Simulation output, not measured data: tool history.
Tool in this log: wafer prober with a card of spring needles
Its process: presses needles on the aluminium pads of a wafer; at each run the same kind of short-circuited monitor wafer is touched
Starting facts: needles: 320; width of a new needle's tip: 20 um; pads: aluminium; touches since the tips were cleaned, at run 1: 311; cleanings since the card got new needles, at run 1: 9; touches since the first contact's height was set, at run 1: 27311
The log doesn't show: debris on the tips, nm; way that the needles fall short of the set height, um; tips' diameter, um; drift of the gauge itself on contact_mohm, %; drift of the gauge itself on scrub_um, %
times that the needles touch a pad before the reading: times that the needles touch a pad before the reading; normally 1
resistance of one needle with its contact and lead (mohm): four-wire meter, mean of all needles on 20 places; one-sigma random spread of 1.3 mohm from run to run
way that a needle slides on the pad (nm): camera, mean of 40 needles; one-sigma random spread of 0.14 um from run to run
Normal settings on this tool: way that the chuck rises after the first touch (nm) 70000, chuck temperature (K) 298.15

| run | hour | way that the chuck rises after the first touch (nm) | chuck temperature (K) | times that the needles touch a pad before the reading | touches since the tips were cleaned | cleanings since the card got new needles | touches since the first contact's height was set | resistance of one needle with its contact and lead (mohm) | way that a needle slides on the pad (nm) |
|---|---|---|---|---|---|---|---|---|---|
| 1 | 0.0 | 70000 | 298.15 | 1 | 311 | 9 | 27311 | 106 | 15740 |
|  | 9.4 | tips cleaned on abrasive film |
|  | 21.2 | tips cleaned on abrasive film |
|  | 32.9 | tips cleaned on abrasive film |
|  | 44.7 | tips cleaned on abrasive film |
| 2 | 50.0 | 70000 | 356.15 | 1 | 1441 | 13 | 40794 | 117 | 15680 |
|  | 54.7 | tips cleaned on abrasive film |
|  | 66.5 | tips cleaned on abrasive film |
|  | 78.2 | tips cleaned on abrasive film |
|  | 90.0 | tips cleaned on abrasive film |
|  | 101.7 | tips cleaned on abrasive film |
|  | 113.5 | tips cleaned on abrasive film |
|  | 122.9 | tips cleaned on abrasive film |
| 3 | 122.9 | 70000 | 330.15 | 1 | 0 | 20 | 60443 | 114 | 15930 |
|  | 134.1 | tips cleaned on abrasive film |
|  | 145.8 | tips cleaned on abrasive film |
|  | 157.6 | tips cleaned on abrasive film |
|  | 169.3 | tips cleaned on abrasive film |
|  | 181.1 | tips cleaned on abrasive film |
|  | 190.5 | tips cleaned on abrasive film |
| 4 | 191.9 | 70000 | 330.15 | 1 | 374 | 26 | 79052 | 113 | 15820 |
|  | 201.3 | tips cleaned on abrasive film |
|  | 210.7 | tips cleaned on abrasive film |
|  | 222.5 | tips cleaned on abrasive film |
|  | 231.9 | tips cleaned on abrasive film |
|  | 243.6 | tips cleaned on abrasive film |
| 5 | 252.4 | 70000 | 298.15 | 1 | 2398 | 31 | 95393 | 108 | 15550 |
|  | 254.9 | tips cleaned on abrasive film |
|  | 266.6 | tips cleaned on abrasive film |
|  | 278.4 | tips cleaned on abrasive film |
|  | 290.1 | tips cleaned on abrasive film |
|  | 299.5 | tips cleaned on abrasive film |
| 6 | 306.7 | 70000 | 298.15 | 2 | 1937 | 36 | 110006 | 109 | 15810 |
|  | 309.1 | tips cleaned on abrasive film |
|  | 320.8 | tips cleaned on abrasive film |
|  | 330.3 | tips cleaned on abrasive film |
|  | 342.0 | tips cleaned on abrasive film |
| 7 | 344.8 | 70000 | 298.15 | 2 | 766 | 40 | 120279 | 108 | 15810 |
|  | 351.9 | tips cleaned on abrasive film |
|  | 363.7 | tips cleaned on abrasive film |
|  | 375.4 | tips cleaned on abrasive film |
|  | 384.8 | tips cleaned on abrasive film |
|  | 396.6 | tips cleaned on abrasive film |
| 8 | 401.6 | 56000 | 298.15 | 2 | 1382 | 45 | 135605 | 111 | 12290 |
|  | 406.4 | tips cleaned on abrasive film |
|  | 418.1 | tips cleaned on abrasive film |
|  | 429.9 | tips cleaned on abrasive film |
|  | 441.6 | tips cleaned on abrasive film |
|  | 453.4 | tips cleaned on abrasive film |
|  | 465.1 | tips cleaned on abrasive film |
|  | 476.9 | tips cleaned on abrasive film |
|  | 487.1 | tips cleaned on abrasive film |
| 9 | 487.1 | 56000 | 298.15 | 2 | 0 | 53 | 158626 | 112 | 12470 |
|  | 498.8 | tips cleaned on abrasive film |
|  | 510.6 | tips cleaned on abrasive film |
|  | 520.0 | tips cleaned on abrasive film |
|  | 531.7 | tips cleaned on abrasive film |
|  | 543.5 | tips cleaned on abrasive film |
|  | 555.2 | tips cleaned on abrasive film |
| 10 | 564.0 | 56000 | 298.15 | 2 | 2397 | 59 | 179400 | 111 | 12650 |
|  | 566.4 | tips cleaned on abrasive film |
|  | 575.9 | tips cleaned on abrasive film |
|  | 587.6 | tips cleaned on abrasive film |
|  | 599.4 | tips cleaned on abrasive film |
|  | 611.1 | tips cleaned on abrasive film |
|  | 622.9 | tips cleaned on abrasive film |
|  | 634.6 | tips cleaned on abrasive film |
|  | 644.0 | tips cleaned on abrasive film |
| 11 | 649.4 | 67000 | 299.15 | 2 | 1460 | 67 | 202407 | 109 | 14900 |
|  | 654.1 | tips cleaned on abrasive film |
|  | 656.8 | height of the first contact set anew |
|  | 666.2 | tips cleaned on abrasive film |
|  | 677.9 | tips cleaned on abrasive film |
|  | 689.7 | tips cleaned on abrasive film |
|  | 701.4 | tips cleaned on abrasive film |
|  | 713.2 | tips cleaned on abrasive film |
| 12 | 714.0 | 67000 | 299.15 | 2 | 226 | 73 | 15437 | 107 | 14910 |
|  | 723.4 | tips cleaned on abrasive film |
|  | 732.8 | tips cleaned on abrasive film |
|  | 744.6 | tips cleaned on abrasive film |
|  | 756.3 | tips cleaned on abrasive film |
|  | 768.1 | tips cleaned on abrasive film |
|  | 779.8 | tips cleaned on abrasive film |
|  | 790.2 | tips cleaned on abrasive film |
| 13 | 790.2 | 71000 | 316.15 | 2 | 0 | 80 | 35971 | 109 | 16200 |
|  | 801.9 | tips cleaned on abrasive film |
|  | 813.7 | tips cleaned on abrasive film |
|  | 825.4 | tips cleaned on abrasive film |
|  | 837.2 | tips cleaned on abrasive film |
|  | 846.6 | tips cleaned on abrasive film |
|  | 858.3 | tips cleaned on abrasive film |
| 14 | 862.4 | 71000 | 316.15 | 2 | 1096 | 86 | 55445 | 111 | 16060 |
|  | 869.5 | tips cleaned on abrasive film |
|  | 881.2 | tips cleaned on abrasive film |
|  | 890.6 | tips cleaned on abrasive film |
|  | 902.4 | tips cleaned on abrasive film |
| 15 | 903.8 | 70000 | 347.15 | 1 | 393 | 90 | 66612 | 117 | 15630 |
|  | 913.2 | tips cleaned on abrasive film |
|  | 922.6 | tips cleaned on abrasive film |
|  | 934.4 | tips cleaned on abrasive film |
|  | 946.1 | tips cleaned on abrasive film |
|  | 956.6 | tips cleaned on abrasive film |
| 16 | 956.6 | 70000 | 347.15 | 1 | 0 | 95 | 80850 | 114 | 15910 |
|  | 966.1 | tips cleaned on abrasive film |
|  | 977.8 | tips cleaned on abrasive film |
|  | 989.6 | tips cleaned on abrasive film |
|  | 1001.3 | tips cleaned on abrasive film |
|  | 1012.3 | tips cleaned on abrasive film |
| 17 | 1012.3 | 84000 | 298.15 | 1 | 0 | 100 | 95867 | 104 | 18960 |

Run 18, settings as shown, results not yet in. Your forecast:
|  | 1024.1 | tips cleaned on abrasive film |
|  | 1035.8 | tips cleaned on abrasive film |
|  | 1047.6 | tips cleaned on abrasive film |
|  | 1059.3 | tips cleaned on abrasive film |
|  | 1071.1 | tips cleaned on abrasive film |
| 18 | 1072.9 | 54000 | 385.15 | 1 | 495 | 105 | 112205 | ? | ? |

Logged for run 18: resistance of one needle with its contact and lead (mohm) 123, way that a needle slides on the pad (nm) 12220.
With no hidden state in the tool, this same run would have given resistance of one needle with its contact and lead (mohm) 123, way that a needle slides on the pad (nm) 12220.

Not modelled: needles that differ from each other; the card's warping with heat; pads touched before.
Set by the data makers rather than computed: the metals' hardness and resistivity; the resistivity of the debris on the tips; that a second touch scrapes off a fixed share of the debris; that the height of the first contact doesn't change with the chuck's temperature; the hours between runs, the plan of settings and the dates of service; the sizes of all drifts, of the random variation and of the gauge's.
